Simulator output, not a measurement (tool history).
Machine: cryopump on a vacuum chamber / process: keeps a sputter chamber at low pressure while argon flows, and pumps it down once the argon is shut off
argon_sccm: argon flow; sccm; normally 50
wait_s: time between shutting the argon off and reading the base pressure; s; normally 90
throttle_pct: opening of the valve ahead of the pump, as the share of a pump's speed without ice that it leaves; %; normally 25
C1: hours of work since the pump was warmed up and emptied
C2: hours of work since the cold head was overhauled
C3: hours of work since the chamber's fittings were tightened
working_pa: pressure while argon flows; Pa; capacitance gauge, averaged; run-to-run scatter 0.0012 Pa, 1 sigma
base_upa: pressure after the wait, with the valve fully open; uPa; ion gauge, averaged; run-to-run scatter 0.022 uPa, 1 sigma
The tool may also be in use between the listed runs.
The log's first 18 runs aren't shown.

Run 19, hour 316.3: usual settings but wait_s 81 s, throttle_pct 36 %; C1 1104; C2 1104; C3 976. Result: working_pa 0.2069 Pa, base_upa 3.26 uPa.
Run 20, hour 337.6: usual settings but argon_sccm 61 sccm, throttle_pct 34 %; C1 1123; C2 1123; C3 995. Result: working_pa 0.2644 Pa, base_upa 3.38 uPa.
At hour 362.3: pump warmed up, emptied and cooled again.
Run 21, hour 366: usual settings but argon_sccm 61 sccm, throttle_pct 34 %; C1 3; C2 1143; C3 1015. Result: working_pa 0.2502 Pa, base_upa 2.91 uPa.
Run 22, hour 381.2: usual settings but argon_sccm 61 sccm, throttle_pct 34 %; C1 17; C2 1157; C3 1028. Result: working_pa 0.2522 Pa, base_upa 2.98 uPa.
Run 23, hour 392.5: usual settings but throttle_pct 16 %; C1 26; C2 1166; C3 1038. Result: working_pa 0.4348 Pa, base_upa 3.07 uPa.
Run 24, hour 411.1: usual settings but throttle_pct 16 %; C1 43; C2 1183; C3 1054. Result: working_pa 0.4362 Pa, base_upa 3.05 uPa.
Run 25, hour 422.8: usual settings but argon_sccm 22 sccm; C1 53; C2 1193; C3 1065. Result: working_pa 0.1225 Pa, base_upa 3.03 uPa.
Run 26, hour 444.6: usual settings but argon_sccm 26 sccm, wait_s 23 s, throttle_pct 21 %; C1 72; C2 1212; C3 1084. Result: working_pa 0.1714 Pa, base_upa 4.25 uPa.
Run 27, hour 456.7: usual settings but argon_sccm 23 sccm, throttle_pct 28 %; C1 83; C2 1223; C3 1094. Result: working_pa 0.1157 Pa, base_upa 3.06 uPa.
Run 28, hour 470.2: usual settings but argon_sccm 41 sccm, wait_s 249 s, throttle_pct 23 %; C1 95; C2 1235; C3 1106. Result: working_pa 0.2488 Pa, base_upa 2.89 uPa.
Run 29, hour 492: usual settings but argon_sccm 38 sccm, wait_s 31 s; C1 114; C2 1254; C3 1125. Result: working_pa 0.2123 Pa, base_upa 3.85 uPa.
Run 30, hour 509.8: usual settings but argon_sccm 32 sccm, wait_s 144 s; C1 129; C2 1269; C3 1141. Result: working_pa 0.1778 Pa, base_upa 3.09 uPa.
Run 31, hour 532: usual settings but argon_sccm 57 sccm, wait_s 59 s, throttle_pct 18 %; C1 149; C2 1289; C3 1160. Result: working_pa 0.447 Pa, base_upa 3.51 uPa.
Run 32, hour 549.3: usual settings but argon_sccm 34 sccm, wait_s 82 s, throttle_pct 44 %; C1 164; C2 1304; C3 1176. Result: working_pa 0.1094 Pa, base_upa 3.32 uPa.
Run 33, hour 562: usual settings but argon_sccm 34 sccm, wait_s 82 s, throttle_pct 23 %; C1 175; C2 1315; C3 1187. Result: working_pa 0.2068 Pa, base_upa 3.49 uPa.

Consider 3 possible next runs. They are alternatives, not a sequence: every one starts from the tool as it was left by run 33. What does each give?
Run A, hour 574.7: usual settings but argon_sccm 34 sccm, wait_s 82 s, throttle_pct 23 %; C1 186; C2 1326; C3 1198. Result: working_pa ?, base_upa ?.
Run B, hour 574.7: usual settings but argon_sccm 52 sccm, wait_s 82 s, throttle_pct 18 %; C1 186; C2 1326; C3 1198. Result: working_pa ?, base_upa ?.
Run C, hour 574.7: usual settings but argon_sccm 27 sccm, wait_s 40 s, throttle_pct 22 %; C1 186; C2 1326; C3 1198. Result: working_pa ?, base_upa ?.

run  working_pa  base_upa
  A      0.2075       3.4
  B      0.4013      3.37
  C      0.1729      3.81
With no hidden state in the tool, these same runs would have given:
run  working_pa  base_upa
  A      0.2053      0.61
  B       0.398       0.6
  C      0.1712      1.01
